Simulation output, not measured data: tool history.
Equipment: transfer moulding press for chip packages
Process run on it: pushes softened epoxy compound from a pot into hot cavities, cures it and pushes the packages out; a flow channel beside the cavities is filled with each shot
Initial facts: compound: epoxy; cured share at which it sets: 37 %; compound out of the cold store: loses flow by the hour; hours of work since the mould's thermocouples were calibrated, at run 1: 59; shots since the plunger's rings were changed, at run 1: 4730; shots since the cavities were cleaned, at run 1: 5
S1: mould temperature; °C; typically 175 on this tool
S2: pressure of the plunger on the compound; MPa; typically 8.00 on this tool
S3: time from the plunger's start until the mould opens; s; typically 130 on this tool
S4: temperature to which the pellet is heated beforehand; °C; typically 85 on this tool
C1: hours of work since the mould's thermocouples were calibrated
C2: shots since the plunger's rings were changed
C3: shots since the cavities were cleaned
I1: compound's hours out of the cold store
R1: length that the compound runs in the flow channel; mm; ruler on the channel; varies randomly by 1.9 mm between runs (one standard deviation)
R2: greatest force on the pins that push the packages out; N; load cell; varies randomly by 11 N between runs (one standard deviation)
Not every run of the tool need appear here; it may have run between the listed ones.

{"run": 1, "day": 0.0, "S1": 175, "S2": 8.0, "S3": 130, "S4": 85, "C1": 59, "C2": 4730, "C3": 5, "I1": 39.2, "R1": 741, "R2": 498}
{"run": 2, "day": 0.296, "S1": 175, "S2": 8.0, "S3": 130, "S4": 85, "C1": 63, "C2": 4783, "C3": 58, "I1": 20.1, "R1": 796, "R2": 503}
{"run": 3, "day": 0.704, "S1": 175, "S2": 8.0, "S3": 130, "S4": 85, "C1": 68, "C2": 4857, "C3": 132, "I1": 23.2, "R1": 788, "R2": 519}
{"run": 4, "day": 1.121, "S1": 175, "S2": 8.0, "S3": 130, "S4": 85, "C1": 73, "C2": 4932, "C3": 207, "I1": 36.4, "R1": 746, "R2": 490}
{"run": 5, "day": 1.525, "S1": 175, "S2": 8.0, "S3": 130, "S4": 85, "C1": 78, "C2": 5004, "C3": 279, "I1": 35.3, "R1": 748, "R2": 508}
{"run": 6, "day": 1.917, "S1": 175, "S2": 8.0, "S3": 130, "S4": 85, "C1": 83, "C2": 5075, "C3": 350, "I1": 36.6, "R1": 746, "R2": 485}
{"run": 7, "day": 2.104, "S1": 175, "S2": 8.0, "S3": 130, "S4": 85, "C1": 85, "C2": 5108, "C3": 383, "I1": 16.2, "R1": 805, "R2": 503}
{"run": 8, "day": 2.529, "S1": 175, "S2": 8.0, "S3": 130, "S4": 85, "C1": 91, "C2": 5184, "C3": 459, "I1": 36.7, "R1": 747, "R2": 482}
{"run": 9, "day": 2.925, "S1": 175, "S2": 8.0, "S3": 130, "S4": 85, "C1": 96, "C2": 5256, "C3": 531, "I1": 37.9, "R1": 743, "R2": 506}
{"run": 10, "day": 3.346, "S1": 175, "S2": 8.0, "S3": 130, "S4": 85, "C1": 101, "C2": 5332, "C3": 607, "I1": 32.8, "R1": 758, "R2": 485}
{"run": 11, "day": 3.688, "S1": 175, "S2": 8.0, "S3": 168, "S4": 85, "C1": 105, "C2": 5393, "C3": 668, "I1": 16.1, "R1": 810, "R2": 466}
{"run": 12, "day": 3.921, "S1": 175, "S2": 8.0, "S3": 168, "S4": 85, "C1": 108, "C2": 5435, "C3": 710, "I1": 38.2, "R1": 742, "R2": 465}
{"run": 13, "day": 4.246, "S1": 175, "S2": 8.0, "S3": 168, "S4": 85, "C1": 112, "C2": 5494, "C3": 769, "I1": 10.8, "R1": 830, "R2": 450}
{"run": 14, "day": 4.617, "S1": 175, "S2": 8.0, "S3": 168, "S4": 85, "C1": 117, "C2": 5560, "C3": 835, "I1": 17.8, "R1": 801, "R2": 455}
{"run": 15, "day": 4.95, "S1": 175, "S2": 8.0, "S3": 168, "S4": 85, "C1": 121, "C2": 5620, "C3": 895, "I1": 24.6, "R1": 783, "R2": 462}
{"run": 16, "day": 5.358, "S1": 178, "S2": 9.51, "S3": 150, "S4": 85, "C1": 126, "C2": 5693, "C3": 968, "I1": 27.2, "R1": 837, "R2": 436}
{"day": 5.475, "done": "cavities cleaned with cleaning compound and waxed"}
{"run": 17, "day": 5.712, "S1": 175, "S2": 8.68, "S3": 143, "S4": 85, "C1": 130, "C2": 5746, "C3": 42, "I1": 26.9, "R1": 808, "R2": 473}
{"run": 18, "day": 6.133, "S1": 175, "S2": 8.68, "S3": 143, "S4": 85, "C1": 135, "C2": 5822, "C3": 118, "I1": 30.4, "R1": 792, "R2": 455}
{"run": 19, "day": 6.358, "S1": 175, "S2": 7.08, "S3": 116, "S4": 85, "C1": 138, "C2": 5862, "C3": 158, "I1": 32.7, "R1": 711, "R2": 571}
{"run": 20, "day": 6.746, "S1": 182, "S2": 7.52, "S3": 120, "S4": 87, "C1": 143, "C2": 5932, "C3": 228, "I1": 43.3, "R1": 690, "R2": 470}
{"run": 21, "day": 7.004, "S1": 182, "S2": 7.52, "S3": 141, "S4": 76, "C1": 146, "C2": 5978, "C3": 274, "I1": 32.5, "R1": 717, "R2": 463}
{"run": 22, "day": 7.2, "S1": 175, "S2": 7.75, "S3": 130, "S4": 83, "C1": 148, "C2": 6014, "C3": 310, "I1": 43.7, "R1": 711, "R2": 491}
{"run": 23, "day": 7.508, "S1": 171, "S2": 9.42, "S3": 118, "S4": 80, "C1": 152, "C2": 6069, "C3": 365, "I1": 44.3, "R1": 797, "R2": 633}
{"run": 24, "day": 7.712, "S1": 173, "S2": 8.85, "S3": 124, "S4": 81, "C1": 155, "C2": 6106, "C3": 402, "I1": 23.1, "R1": 834, "R2": 561}
{"run": 25, "day": 7.892, "S1": 173, "S2": 8.85, "S3": 124, "S4": 81, "C1": 157, "C2": 6138, "C3": 434, "I1": 10.1, "R1": 881, "R2": 600}
{"run": 26, "day": 8.262, "S1": 173, "S2": 9.08, "S3": 159, "S4": 81, "C1": 161, "C2": 6204, "C3": 500, "I1": 25.9, "R1": 837, "R2": 467}
{"run": 27, "day": 8.558, "S1": 175, "S2": 6.71, "S3": 134, "S4": 75, "C1": 165, "C2": 6258, "C3": 554, "I1": 17.7, "R1": 735, "R2": 501}
{"run": 28, "day": 8.983, "S1": 175, "S2": 6.71, "S3": 134, "S4": 75, "C1": 171, "C2": 6334, "C3": 630, "I1": 14.4, "R1": 747, "R2": 495}
{"run": 29, "day": 9.325, "S1": 175, "S2": 6.5, "S3": 130, "S4": 78, "C1": 175, "C2": 6396, "C3": 692, "I1": 17.9, "R1": 724, "R2": 519}

Alternative continuations, all from the tool just after run 29; predict every row:
{"run": "A", "day": 9.633, "S1": 177, "S2": 6.5, "S3": 111, "S4": 78, "C1": 179, "C2": 6451, "C3": 747, "I1": 14.5, "R1": "?", "R2": "?"}
{"run": "B", "day": 9.633, "S1": 175, "S2": 6.78, "S3": 130, "S4": 85, "C1": 179, "C2": 6451, "C3": 747, "I1": 27.7, "R1": "?", "R2": "?"}
{"run": "C", "day": 9.633, "S1": 175, "S2": 8.05, "S3": 112, "S4": 83, "C1": 179, "C2": 6451, "C3": 747, "I1": 41.4, "R1": "?", "R2": "?"}
{"run": "D", "day": 9.633, "S1": 175, "S2": 6.3, "S3": 165, "S4": 78, "C1": 179, "C2": 6451, "C3": 747, "I1": 47.8, "R1": "?", "R2": "?"}

run=A R1=733 R2=556
run=B R1=708 R2=492
run=C R1=737 R2=592
run=D R1=632 R2=450
Had the tool no hidden state, the same runs would have come out as:
run=A R1=734 R2=550
run=B R1=709 R2=487
run=C R1=738 R2=585
run=D R1=633 R2=444
